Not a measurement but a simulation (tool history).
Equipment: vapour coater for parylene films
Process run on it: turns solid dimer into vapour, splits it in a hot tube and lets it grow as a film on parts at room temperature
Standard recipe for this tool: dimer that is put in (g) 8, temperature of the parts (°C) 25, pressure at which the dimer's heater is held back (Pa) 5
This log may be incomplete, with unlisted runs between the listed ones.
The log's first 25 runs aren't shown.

run	day	dimer that is put in (g)	temperature of the parts (°C)	pressure at which the dimer's heater is held back (Pa)	hours of work since the trap's valve was overhauled	hours of work since the table's thermometer was calibrated	thickness of the film (nm)
26	40.829	8	25	8.34	259	87	3430
27	42.95	8	20	6.07	295	122	4800
28	44.162	6	25	11.3	315	143	2420
29	46.179	7	18	6.15	349	176	4410
30	48.108	6	31	2.59	381	209	2520
31	50.25	6	31	2.59	417	245	2520
# day 50.892: trap's valve overhauled
32	52.429	6	33	5.27	26	279	2120
33	53.971	6	22	5.27	52	305	3620
34	55.283	6	29	5.27	74	327	2520
35	57.462	4	22	8.73	111	363	2020
36	59.492	12	22	3.17	145	397	7810
37	60.55	12	22	3.17	162	415	7870
38	61.767	12	22	6.26	183	436	6570
39	63.504	12	22	6.26	212	465	6530
40	64.55	12	22	6.26	230	482	6440
41	65.8	12	22	6.26	251	504	6210
42	67.796	6	25	9.49	284	537	2420
43	69.404	13	19	3.39	311	564	9140
44	70.304	13	19	3.39	326	579	9010
45	71.288	13	19	3.39	343	596	8810
46	72.204	10	33	4.49	358	611	3330
47	73.108	9	34	5	373	626	2790

Here are 4 independent what-if runs from the current tool condition. What would each one return?
A	74.954	5	25	5	404	657	?
B	74.954	11	25	5	404	657	?
C	74.954	11	33	5	404	657	?
D	74.954	6	17	2.99	404	657	?

run	thickness of the film (nm)
A	2320
B	5060
C	3490
D	4610
The same runs, with their run-to-run variation unchanged, on a tool lacking any hidden condition would have given:
run	thickness of the film (nm)
A	2700
B	5880
C	4050
D	5360

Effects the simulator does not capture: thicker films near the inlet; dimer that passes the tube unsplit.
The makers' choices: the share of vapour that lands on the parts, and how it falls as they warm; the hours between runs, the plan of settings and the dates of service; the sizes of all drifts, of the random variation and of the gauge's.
